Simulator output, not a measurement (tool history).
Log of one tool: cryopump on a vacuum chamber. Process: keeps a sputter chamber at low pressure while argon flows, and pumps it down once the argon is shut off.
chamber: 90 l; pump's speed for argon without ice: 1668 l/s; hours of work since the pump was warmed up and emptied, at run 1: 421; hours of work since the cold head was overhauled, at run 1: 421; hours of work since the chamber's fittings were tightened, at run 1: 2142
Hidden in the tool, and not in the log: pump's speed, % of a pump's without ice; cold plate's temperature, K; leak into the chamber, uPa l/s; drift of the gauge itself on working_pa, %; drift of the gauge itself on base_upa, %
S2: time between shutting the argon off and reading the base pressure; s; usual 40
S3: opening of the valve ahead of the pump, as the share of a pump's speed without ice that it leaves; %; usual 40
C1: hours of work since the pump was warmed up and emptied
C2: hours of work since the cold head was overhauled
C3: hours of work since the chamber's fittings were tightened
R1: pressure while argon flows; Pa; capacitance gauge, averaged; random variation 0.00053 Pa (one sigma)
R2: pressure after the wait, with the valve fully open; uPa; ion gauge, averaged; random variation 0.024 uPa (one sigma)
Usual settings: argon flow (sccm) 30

run 1 day=0.000 | argon_flow_(sccm)=30 S2=40 S3=40 | C1=421 C2=421 C3=2142 | R1=0.0780 R2=1.31
run 2 day=2.246 | argon_flow_(sccm)=30 S2=40 S3=40 | C1=455 C2=455 C3=2176 | R1=0.0779 R2=1.37
run 3 day=4.775 | argon_flow_(sccm)=27 S2=40 S3=40 | C1=494 C2=494 C3=2214 | R1=0.0713 R2=1.35
run 4 day=5.808 | argon_flow_(sccm)=27 S2=40 S3=42 | C1=509 C2=509 C3=2230 | R1=0.0682 R2=1.41
run 5 day=7.238 | argon_flow_(sccm)=27 S2=40 S3=42 | C1=531 C2=531 C3=2252 | R1=0.0684 R2=1.36
run 6 day=9.329 | argon_flow_(sccm)=30 S2=40 S3=40 | C1=563 C2=563 C3=2284 | R1=0.0799 R2=1.36
run 7 day=11.579 | argon_flow_(sccm)=30 S2=40 S3=40 | C1=597 C2=597 C3=2318 | R1=0.0807 R2=1.44
run 8 day=12.683 | argon_flow_(sccm)=30 S2=79 S3=40 | C1=614 C2=614 C3=2335 | R1=0.0797 R2=1.02
run 9 day=14.433 | argon_flow_(sccm)=13 S2=265 S3=29 | C1=640 C2=640 C3=2361 | R1=0.0473 R2=0.79

The next listed run, before its measurement:
run 10 day=16.708 | argon_flow_(sccm)=30 S2=240 S3=33 | C1=675 C2=675 C3=2396 | R1=? R2=?

Run 10 gave R1 0.0967 Pa, R2 0.78 uPa.
Without the tool's hidden state the same run would have given R1 0.0925 Pa, R2 0.29 uPa.

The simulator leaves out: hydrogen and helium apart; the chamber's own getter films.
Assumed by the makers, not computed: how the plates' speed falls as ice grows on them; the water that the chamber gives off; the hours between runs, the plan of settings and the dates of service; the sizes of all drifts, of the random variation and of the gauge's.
